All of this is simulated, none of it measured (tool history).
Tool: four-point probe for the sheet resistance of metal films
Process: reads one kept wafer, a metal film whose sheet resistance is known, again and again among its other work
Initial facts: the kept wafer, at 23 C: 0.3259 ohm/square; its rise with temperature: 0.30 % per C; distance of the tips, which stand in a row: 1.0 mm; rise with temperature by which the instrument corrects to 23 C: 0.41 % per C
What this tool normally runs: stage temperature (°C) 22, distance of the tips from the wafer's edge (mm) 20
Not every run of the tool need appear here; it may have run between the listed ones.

run	hour	stage temperature (°C)	distance of the tips from the wafer's edge (mm)	sheet resistance as the instrument gives it (ohm/square)
1	0	22	20	0.326196
2	28.6	22	20	0.326165
3	48.9	22	20	0.326247
4	69.8	22	20	0.326262
5	90.9	20	20	0.327052
6	113	22	4	0.336207
7	147.1	22	71	0.32592
8	165.8	22	20	0.326221
9	207.7	22	20	0.326276
10	241.6	22	20	0.326244
11	284.6	22	20	0.32623
12	313.9	22	20	0.326343
13	344.8	22	20	0.326218
14	373.9	22	20	0.326327
15	402.5	22	20	0.326224
16	423.1	22	20	0.326285
17	440.8	19	20	0.327433
18	466	22	20	0.326141
19	493.5	22	70	0.325973
20	523.6	22	20	0.32625
21	561.7	22	4	0.336481
22	596.5	22	9	0.327941
23	616.7	24	70	0.325229
24	659.9	35	24	0.321614
25	698.5	35	24	0.321686
26	724	20	20	0.327068
# hour 726.5: stage's thermometer calibrated
27	758.6	21	6	0.330848
28	794.5	22	6	0.33059
# hour 814.2: stage's thermometer calibrated, once more
29	831.8	22	6	0.331227
30	850.4	22	6	0.331176
31	893.5	35	21	0.32209
32	913.1	35	21	0.322144
33	950.4	30	33	0.323684
34	992.3	30	33	0.323567
35	1027.6	24	43	0.325639
36	1065.1	24	43	0.325715
37	1096.2	27	5	0.331499
38	1123.5	35	52	0.321888
39	1151.4	30	15	0.324466
40	1170.7	30	15	0.324498
41	1213	22	52	0.32645
42	1240.2	22	52	0.326469
43	1258.6	22	56	0.326582

Consider 5 possible next runs. They are alternatives, not a sequence: every one starts from the tool as it was left by run 43. What does each give?
A	1283.8	25	5	?
B	1283.8	22	6	?
C	1283.8	27	41	?
D	1283.8	30	40	?
E	1283.8	29	6	?

run	sheet resistance as the instrument gives it (ohm/square)
A	0.332147
B	0.331245
C	0.324696
D	0.323624
E	0.328778
Without the tool's unlogged condition, the same runs would have read:
run	sheet resistance as the instrument gives it (ohm/square)
A	0.331993
B	0.331091
C	0.324545
D	0.323472
E	0.328624
